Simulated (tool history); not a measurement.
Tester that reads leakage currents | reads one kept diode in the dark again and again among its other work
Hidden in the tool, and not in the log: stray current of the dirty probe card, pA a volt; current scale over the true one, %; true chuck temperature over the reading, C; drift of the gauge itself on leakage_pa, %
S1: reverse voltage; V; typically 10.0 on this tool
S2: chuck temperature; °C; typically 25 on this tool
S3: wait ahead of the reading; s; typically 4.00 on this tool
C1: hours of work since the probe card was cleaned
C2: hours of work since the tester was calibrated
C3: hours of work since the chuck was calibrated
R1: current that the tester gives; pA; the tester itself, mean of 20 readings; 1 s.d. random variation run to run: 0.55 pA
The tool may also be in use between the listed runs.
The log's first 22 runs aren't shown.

run 23 day=86.858 | S1=1.9 S2=45 S3=0.31 | C1=167 C2=1826 C3=672 | R1=401.89
run 24 day=91.650 | S1=8.8 S2=39 S3=4.00 | C1=248 C2=1908 C3=754 | R1=531.89
run 25 day=95.871 | S1=10.0 S2=25 S3=0.30 | C1=320 C2=1980 C3=826 | R1=203.36
run 26 day=99.100 | S1=10.0 S2=38 S3=6.59 | C1=375 C2=2035 C3=881 | R1=535.78
run 27 day=104.346 | S1=5.1 S2=29 S3=0.35 | C1=464 C2=2124 C3=970 | R1=203.25
run 28 day=108.017 | S1=5.1 S2=20 S3=5.14 | C1=527 C2=2186 C3=1032 | R1=99.68
run 29 day=113.400 | S1=1.2 S2=41 S3=1.32 | C1=618 C2=2278 C3=1124 | R1=256.09
-- day=115.704 tester calibrated
run 30 day=116.621 | S1=3.0 S2=46 S3=1.32 | C1=671 C2=16 C3=1177 | R1=561.57
run 31 day=121.933 | S1=10.0 S2=25 S3=6.23 | C1=762 C2=106 C3=1267 | R1=208.96
run 32 day=124.783 | S1=4.1 S2=39 S3=1.00 | C1=810 C2=154 C3=1316 | R1=400.13
run 33 day=127.417 | S1=4.0 S2=21 S3=1.00 | C1=855 C2=199 C3=1361 | R1=101.69
run 34 day=130.950 | S1=4.0 S2=21 S3=1.00 | C1=915 C2=259 C3=1421 | R1=101.95
run 35 day=134.950 | S1=5.4 S2=34 S3=2.32 | C1=983 C2=327 C3=1489 | R1=319.89
run 36 day=139.150 | S1=12.9 S2=47 S3=2.32 | C1=1054 C2=399 C3=1560 | R1=1213.02
run 37 day=144.246 | S1=12.9 S2=40 S3=6.04 | C1=1141 C2=485 C3=1647 | R1=748.25
-- day=147.179 chuck's temperature calibrated
run 38 day=149.446 | S1=1.1 S2=28 S3=6.04 | C1=1228 C2=572 C3=39 | R1=85.03
run 39 day=152.508 | S1=1.1 S2=28 S3=6.04 | C1=1280 C2=624 C3=91 | R1=85.33
-- day=153.988 probe card cleaned and baked
run 40 day=156.546 | S1=1.1 S2=28 S3=6.04 | C1=43 C2=691 C3=157 | R1=85.95

3 options for the next run, each taken on its own from the tool as it stands now. Forecast them:
run A day=160.150 | S1=1.1 S2=22 S3=2.92 | C1=105 C2=752 C3=218 | R1=?
run B day=160.150 | S1=16.3 S2=28 S3=6.04 | C1=105 C2=752 C3=218 | R1=?
run C day=160.150 | S1=1.1 S2=28 S3=1.37 | C1=105 C2=752 C3=218 | R1=?

run=A R1=53.03
run=B R1=296.15
run=C R1=85.86
With the hidden condition removed and each run's random variation left untouched, the same runs would have given:
run=A R1=52.21
run=B R1=291.54
run=C R1=84.62
